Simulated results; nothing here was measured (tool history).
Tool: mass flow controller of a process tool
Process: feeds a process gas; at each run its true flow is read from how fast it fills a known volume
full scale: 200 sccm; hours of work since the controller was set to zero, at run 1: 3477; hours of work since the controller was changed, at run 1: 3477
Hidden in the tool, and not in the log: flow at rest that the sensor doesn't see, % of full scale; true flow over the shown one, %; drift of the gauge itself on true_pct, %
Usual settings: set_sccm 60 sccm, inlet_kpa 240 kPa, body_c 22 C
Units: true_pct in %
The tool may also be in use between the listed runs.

run,hour,set_sccm,inlet_kpa,body_c,hours of work since the controller was set to zero,hours of work since the controller was changed,true_pct
1,0.0,60,240,22,3477,3477,96.95
2,226.2,60,240,22,3648,3648,97.03
3,434.4,60,240,22,3806,3806,96.86
4,561.2,60,178,22,3902,3902,97.18
5,797.3,60,178,22,4081,4081,97.19
6,927.2,60,178,22,4179,4179,97.05
7,1158.2,60,178,22,4354,4354,97.03
8,1315.9,60,178,22,4473,4473,97.02
9,1460.6,60,178,22,4583,4583,96.99
10,1735.2,30,178,22,4791,4791,93.91
11,1986.3,30,178,22,4981,4981,93.61
12,2132.9,60,240,22,5092,5092,96.44
13,2285.7,52,240,22,5208,5208,95.91
14,2480.0,60,163,22,5355,5355,97.04
15,2601.5,28,240,22,5447,5447,92.40
16,2745.7,60,240,22,5556,5556,96.39
17,2930.8,60,240,22,5696,5696,96.23
18,3137.5,60,240,29,5853,5853,97.07
19,3310.8,60,240,29,5984,5984,97.01
20,3439.2,60,240,29,6081,6081,96.97
21,3677.1,60,240,29,6261,6261,96.88
22,3920.9,60,240,22,6446,6446,96.05
23,4052.9,60,240,22,6546,6546,96.09
24,4216.8,60,240,22,6670,6670,96.14
# hour 4236.1: controller's zero set anew
25,4343.1,42,240,21,81,6765,92.34
26,4511.6,42,240,21,209,6893,92.28
27,4643.1,54,213,32,308,6993,95.29
28,4857.8,100,171,22,471,7155,97.91
29,5081.4,60,161,25,640,7325,95.44
30,5291.2,60,161,25,799,7483,95.36
31,5489.9,44,240,22,949,7634,92.31
# hour 5566.3: controller's zero set anew, once more
32,5737.4,44,240,22,130,7821,100.17
33,5981.3,44,240,22,314,8006,100.12
34,6114.9,44,227,22,415,8107,100.15
35,6226.2,60,141,27,500,8191,101.32
36,6489.3,60,141,27,699,8390,101.39
37,6662.5,60,141,27,830,8522,101.38
38,6922.6,60,141,27,1027,8718,101.14
39,7072.6,29,240,27,1141,8832,99.47
40,7198.7,60,149,25,1236,8928,101.00
41,7342.1,96,222,23,1345,9036,100.97
42,7487.5,96,222,23,1455,9146,100.98
43,7761.1,162,167,32,1662,9353,103.07
44,7932.0,162,167,32,1792,9483,103.15
45,8149.4,41,167,32,1956,9647,100.63
46,8295.9,41,167,32,2067,9758,100.67
47,8414.7,41,261,32,2157,9848,99.88
48,8637.3,168,153,22,2326,10017,102.34

3 ways to go on from here, each from the tool as it stands after run 48. What would each give?
A,8901.6,75,183,29,2526,10217,?
B,8901.6,37,240,29,2526,10217,?
C,8901.6,143,232,22,2526,10217,?

run,true_pct
A,101.27
B,99.29
C,101.63
Without the tool's hidden state the same runs would have given:
run,true_pct
A,99.22
B,98.44
C,99.03
